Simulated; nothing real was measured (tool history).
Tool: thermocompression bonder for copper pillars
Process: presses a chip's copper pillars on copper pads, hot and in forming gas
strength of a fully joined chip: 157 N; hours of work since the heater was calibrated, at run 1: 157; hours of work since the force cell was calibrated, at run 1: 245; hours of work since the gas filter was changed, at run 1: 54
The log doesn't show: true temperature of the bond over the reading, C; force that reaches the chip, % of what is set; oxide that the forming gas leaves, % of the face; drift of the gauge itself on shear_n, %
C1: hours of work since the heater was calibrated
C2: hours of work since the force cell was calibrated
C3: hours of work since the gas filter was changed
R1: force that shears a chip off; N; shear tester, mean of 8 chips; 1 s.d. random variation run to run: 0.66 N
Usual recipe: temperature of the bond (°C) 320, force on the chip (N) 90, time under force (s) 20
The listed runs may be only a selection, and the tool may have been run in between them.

run 1 day=0 | temperature_of_the_bond_(°C)=320 force_on_the_chip_(N)=90 time_under_force_(s)=20 | C1=157 C2=245 C3=54 | R1=93.6
run 2 day=0.183 | temperature_of_the_bond_(°C)=320 force_on_the_chip_(N)=54 time_under_force_(s)=20 | C1=160 C2=249 C3=57 | R1=61.8
run 3 day=0.429 | temperature_of_the_bond_(°C)=303 force_on_the_chip_(N)=90 time_under_force_(s)=20 | C1=165 C2=253 C3=61 | R1=78.8
run 4 day=0.692 | temperature_of_the_bond_(°C)=303 force_on_the_chip_(N)=90 time_under_force_(s)=20 | C1=170 C2=258 C3=66 | R1=79.3
run 5 day=0.862 | temperature_of_the_bond_(°C)=303 force_on_the_chip_(N)=90 time_under_force_(s)=20 | C1=173 C2=261 C3=69 | R1=79.8
run 6 day=1.238 | temperature_of_the_bond_(°C)=320 force_on_the_chip_(N)=90 time_under_force_(s)=20 | C1=180 C2=268 C3=76 | R1=94.2
run 7 day=1.625 | temperature_of_the_bond_(°C)=338 force_on_the_chip_(N)=120 time_under_force_(s)=55 | C1=187 C2=275 C3=83 | R1=143.4
-- day=1.738 heater calibrated with a thermocouple chip
run 8 day=1.967 | temperature_of_the_bond_(°C)=347 force_on_the_chip_(N)=91 time_under_force_(s)=26 | C1=4 C2=280 C3=88 | R1=121.5
run 9 day=2.271 | temperature_of_the_bond_(°C)=347 force_on_the_chip_(N)=91 time_under_force_(s)=26 | C1=10 C2=285 C3=94 | R1=122.5
run 10 day=2.558 | temperature_of_the_bond_(°C)=347 force_on_the_chip_(N)=91 time_under_force_(s)=26 | C1=15 C2=291 C3=99 | R1=120.9
run 11 day=2.738 | temperature_of_the_bond_(°C)=312 force_on_the_chip_(N)=69 time_under_force_(s)=20 | C1=18 C2=294 C3=102 | R1=70.5

Hidden condition of the tool, last listed run before each entry between runs versus first listed run after:
In the gap between runs 7 and 8: heater calibrated with a thermocouple chip (day 1.738)
  true temperature of the bond over the reading, C: 1.1 -> 1.7; oxide that the forming gas leaves, % of the face: 2.34 -> 2.44
  measured value less the no-hidden-state value, R1: -2.8 -> -2.1 N
